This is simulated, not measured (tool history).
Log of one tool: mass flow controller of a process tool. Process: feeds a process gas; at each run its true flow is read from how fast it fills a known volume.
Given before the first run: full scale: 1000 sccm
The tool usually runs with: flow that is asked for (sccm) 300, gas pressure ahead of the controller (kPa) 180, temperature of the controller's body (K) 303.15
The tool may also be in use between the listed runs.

run	day	flow that is asked for (sccm)	gas pressure ahead of the controller (kPa)	temperature of the controller's body (K)	true flow (%)
1	0	300	180	303.15	97.86
2	3.304	300	180	303.15	97.74
3	5.242	300	180	303.15	97.72
4	6.888	300	180	303.15	97.69
5	8.862	300	180	303.15	97.53
6	11.354	300	180	303.15	97.55
7	13.283	300	180	303.15	97.62
8	16.446	300	180	304.15	97.52
9	19.954	300	270	303.15	96.63
10	22.129	300	270	303.15	96.71
11	25.575	300	270	303.15	96.61
12	27.183	300	270	303.15	96.59
13	30.688	300	270	303.15	96.45
14	34.238	108	180	303.15	96.51
15	37.904	108	180	303.15	96.49
16	39.804	108	180	303.15	96.4
17	43.479	513	180	303.15	97.66
18	47.067	300	180	303.15	96.88
19	50.242	300	180	303.15	96.67
20	53.867	300	180	303.15	96.85
21	55.762	746	180	303.15	98.23
22	57.862	746	180	303.15	98.16
23	60.429	746	180	303.15	98.06
24	62.258	300	212	300.15	96.3
25	63.996	300	251	298.15	95.84
26	66.754	182	192	303.15	95.96
27	70.258	103	162	303.15	95.71
28	73.508	665	143	298.15	97.73
29	75.438	110	234	304.15	95.37
30	78.35	255	168	305.15	96.23
31	80.054	194	162	294.15	95.76
32	83.729	194	162	294.15	95.82
33	87.325	194	162	301.15	95.81
34	89.4	533	180	307.15	96.77
35	91.675	533	180	307.15	96.75
# day 92.804: gauge calibrated
36	94.421	533	180	307.15	98.73
37	98.154	226	180	310.15	97.63
38	100.379	545	251	303.15	98.02
39	103.167	723	253	296.15	98.36
40	105.496	419	226	305.15	97.67
41	107.692	138	180	303.15	97.05
42	110.679	205	265	304.15	96.5
43	113.825	205	265	304.15	96.42
44	115.575	305	155	294.15	97.34
45	118.654	230	180	303.15	97.05

Below, some changes in true flow (%) between adjacent runs. For each, the amount present without the hidden state too (settings, incoming material, random variation) and the amount remaining for the hidden state with gauge scatter not shared by both compared results:
The hidden state here: flow at rest that the sensor doesn't see, % of full scale; true flow over the shown one, %; drift of the gauge itself on true_pct, %.
Run 8 -> 9: gas pressure ahead of the controller (kPa) 180 -> 270, temperature of the controller's body (K) 304.15 -> 303.15. true flow (%) -0.89: hidden state -0.08, all else -0.81.
Run 27 -> 28: flow that is asked for (sccm) 103 -> 665, gas pressure ahead of the controller (kPa) 162 -> 143, temperature of the controller's body (K) 303.15 -> 298.15. true flow (%) +2.02: hidden state -0.11, all else +2.13.
Run 28 -> 29: flow that is asked for (sccm) 665 -> 110, gas pressure ahead of the controller (kPa) 143 -> 234, temperature of the controller's body (K) 298.15 -> 304.15. true flow (%) -2.36: hidden state +0.01, all else -2.37.
Run 35 -> 36: gauge calibrated. true flow (%) +1.98: hidden state +1.91, all else +0.07.
